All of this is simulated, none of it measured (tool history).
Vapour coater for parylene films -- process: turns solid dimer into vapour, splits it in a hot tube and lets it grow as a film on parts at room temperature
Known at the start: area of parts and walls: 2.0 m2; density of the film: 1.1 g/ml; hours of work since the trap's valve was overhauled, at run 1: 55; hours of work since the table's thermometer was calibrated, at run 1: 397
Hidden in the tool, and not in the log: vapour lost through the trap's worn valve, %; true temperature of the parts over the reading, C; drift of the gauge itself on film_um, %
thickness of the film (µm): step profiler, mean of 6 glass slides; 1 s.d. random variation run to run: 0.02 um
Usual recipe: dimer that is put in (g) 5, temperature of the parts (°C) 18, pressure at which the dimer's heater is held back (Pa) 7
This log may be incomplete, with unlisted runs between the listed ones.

| run | day | dimer that is put in (g) | temperature of the parts (°C) | pressure at which the dimer's heater is held back (Pa) | hours of work since the trap's valve was overhauled | hours of work since the table's thermometer was calibrated | thickness of the film (µm) |
|---|---|---|---|---|---|---|---|
| 1 | 0 | 5 | 18 | 7 | 55 | 397 | 1.13 |
| 2 | 1.779 | 5 | 18 | 7 | 86 | 428 | 1.1 |
| 3 | 3.65 | 9 | 18 | 7 | 119 | 461 | 2.05 |
| 4 | 5.004 | 5 | 18 | 7 | 143 | 485 | 1.08 |
| 5 | 6.604 | 5 | 18 | 7 | 171 | 513 | 1.1 |
| 6 | 8.583 | 5 | 18 | 7 | 205 | 548 | 1.08 |
| 7 | 10.392 | 5 | 18 | 7 | 237 | 579 | 1.09 |
|  | 12.2 | trap's valve overhauled |
| 8 | 12.254 | 5 | 18 | 7 | 1 | 609 | 1.19 |
| 9 | 13.279 | 5 | 16 | 3.84 | 19 | 627 | 1.4 |
| 10 | 15.088 | 8 | 28 | 3.84 | 51 | 659 | 1.78 |
| 11 | 16.942 | 3 | 19 | 11.92 | 83 | 691 | 0.57 |

Consider 3 possible next runs. They are alternatives, not a sequence: every one starts from the tool as it was left by run 11. What does each give?
| A | 18.783 | 8 | 19 | 4.47 | 115 | 723 | ? |
| B | 18.783 | 6 | 19 | 11.92 | 115 | 723 | ? |
| C | 18.783 | 2 | 19 | 11.92 | 115 | 723 | ? |

| run | thickness of the film (µm) |
|---|---|
| A | 1.96 |
| B | 1.18 |
| C | 0.4 |
What these runs would have given with no unlogged condition in the tool:
| run | thickness of the film (µm) |
|---|---|
| A | 2.07 |
| B | 1.25 |
| C | 0.42 |
